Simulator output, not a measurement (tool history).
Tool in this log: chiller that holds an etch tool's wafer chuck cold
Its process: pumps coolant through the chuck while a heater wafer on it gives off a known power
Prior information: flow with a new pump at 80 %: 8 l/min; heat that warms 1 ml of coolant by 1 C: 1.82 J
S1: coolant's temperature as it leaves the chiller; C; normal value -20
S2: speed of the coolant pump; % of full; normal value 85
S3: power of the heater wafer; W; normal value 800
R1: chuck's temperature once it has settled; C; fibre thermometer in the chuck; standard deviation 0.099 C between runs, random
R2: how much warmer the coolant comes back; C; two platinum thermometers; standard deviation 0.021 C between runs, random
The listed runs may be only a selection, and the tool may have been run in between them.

run 1 hour=0.0 | S1=-20 S2=85 S3=800 | R1=-12.57 R2=3.11
run 2 hour=70.8 | S1=-20 S2=85 S3=800 | R1=-12.54 R2=3.16
run 3 hour=135.7 | S1=-28 S2=85 S3=800 | R1=-20.46 R2=3.19
run 4 hour=235.5 | S1=-28 S2=85 S3=800 | R1=-20.58 R2=3.15
run 5 hour=309.7 | S1=-28 S2=85 S3=800 | R1=-20.53 R2=3.14
-- hour=319.9 coolant pump overhauled
run 6 hour=427.0 | S1=-20 S2=85 S3=885 | R1=-11.68 R2=3.53
run 7 hour=530.4 | S1=-20 S2=85 S3=885 | R1=-11.73 R2=3.56
run 8 hour=636.1 | S1=-20 S2=85 S3=885 | R1=-11.56 R2=3.54
run 9 hour=697.8 | S1=-16 S2=85 S3=800 | R1=-8.30 R2=3.20
run 10 hour=779.1 | S1=-16 S2=85 S3=800 | R1=-8.43 R2=3.22
-- hour=822.5 coolant changed, channels flushed
run 11 hour=884.6 | S1=-21 S2=65 S3=580 | R1=-14.60 R2=3.14
-- hour=953.3 coolant pump overhauled, once more
run 12 hour=985.1 | S1=-21 S2=65 S3=580 | R1=-14.73 R2=2.98
run 13 hour=1084.8 | S1=-14 S2=61 S3=527 | R1=-7.97 R2=2.96
run 14 hour=1198.1 | S1=-17 S2=80 S3=520 | R1=-12.05 R2=2.15
run 15 hour=1294.7 | S1=-17 S2=80 S3=520 | R1=-12.05 R2=2.11
run 16 hour=1368.5 | S1=-18 S2=91 S3=796 | R1=-11.33 R2=2.86

Below are 3 alternative next runs, each starting from the tool's condition after run 16. Predict each:
run A hour=1450.1 | S1=-30 S2=91 S3=516 | R1=? R2=?
run B hour=1450.1 | S1=-11 S2=85 S3=540 | R1=? R2=?
run C hour=1450.1 | S1=-17 S2=91 S3=584 | R1=? R2=?

run=A R1=-25.32 R2=1.84
run=B R1=-6.03 R2=2.09
run=C R1=-11.95 R2=2.13
Without the tool's unlogged condition, the same runs would have read:
run=A R1=-25.83 R2=1.83
run=B R1=-6.56 R2=2.07
run=C R1=-12.47 R2=2.12
